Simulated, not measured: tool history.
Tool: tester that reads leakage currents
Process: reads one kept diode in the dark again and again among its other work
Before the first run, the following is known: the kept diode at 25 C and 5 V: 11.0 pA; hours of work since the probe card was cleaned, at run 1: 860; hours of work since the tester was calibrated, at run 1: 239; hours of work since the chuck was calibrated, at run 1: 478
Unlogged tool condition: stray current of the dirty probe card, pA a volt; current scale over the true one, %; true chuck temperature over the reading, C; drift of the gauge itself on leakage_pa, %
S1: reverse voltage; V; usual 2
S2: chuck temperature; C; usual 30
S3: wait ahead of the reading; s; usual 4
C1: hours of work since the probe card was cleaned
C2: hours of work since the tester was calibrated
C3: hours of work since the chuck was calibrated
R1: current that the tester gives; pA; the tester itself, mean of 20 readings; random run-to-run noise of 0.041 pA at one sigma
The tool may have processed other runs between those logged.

run	hour	S1	S2	S3	C1	C2	C3	R1
1	0	2	30	4	860	239	478	9.3
2	17.5	2	30	4	868	248	486	9.33
3	31	2	30	4	875	254	493	9.26
4	52.5	2	30	4	885	265	504	9.3
5	83	2	30	4	900	280	519	9.33
6	112.6	2	30	4	915	294	533	9.34
7	138	2.97	30	4	927	307	546	11.81
8	160.9	2.97	30	4	939	318	557	11.83
9	174.9	2	56	4	946	325	564	49.02
10	199.1	2	30	4	958	337	576	9.29
11	228.3	2	30	4	972	351	590	9.35
12	244.2	2	30	4	980	359	598	9.35
13	265.3	5.59	30	0.68	990	370	608	17.33
14	280.8	5.86	27	0.31	998	377	616	15.1
15	303.4	15.94	27	1.93	1009	388	627	26.53
16	328.5	15.94	49	0.61	1021	401	639	107.82
17	353.6	15.94	49	0.61	1034	413	652	107.98
18	382.2	15.94	49	0.61	1048	427	666	107.72
19	409.6	1.58	49	0.35	1061	441	679	28.11
20	426.2	1.58	49	0.35	1069	449	687	28.02
21	441.8	2	30	4.28	1077	456	695	9.3
22	469.5	2	30	4.67	1091	470	709	9.37
23	492.1	2	30	4.67	1102	481	720	9.3
24	521.9	5.98	30	4.75	1116	496	735	17.81

Predict each of these 3 candidate next runs independently; none follows another, all start after run 24:
A	544.1	2	30	4.93	1127	507	745	?
B	544.1	14.04	20	4.75	1127	507	745	?
C	544.1	5.98	30	8.17	1127	507	745	?

run	R1
A	9.24
B	15.51
C	17.78
The same runs, with their run-to-run variation unchanged, on a tool lacking any hidden condition would have given:
run	R1
A	9.33
B	14.24
C	17.65
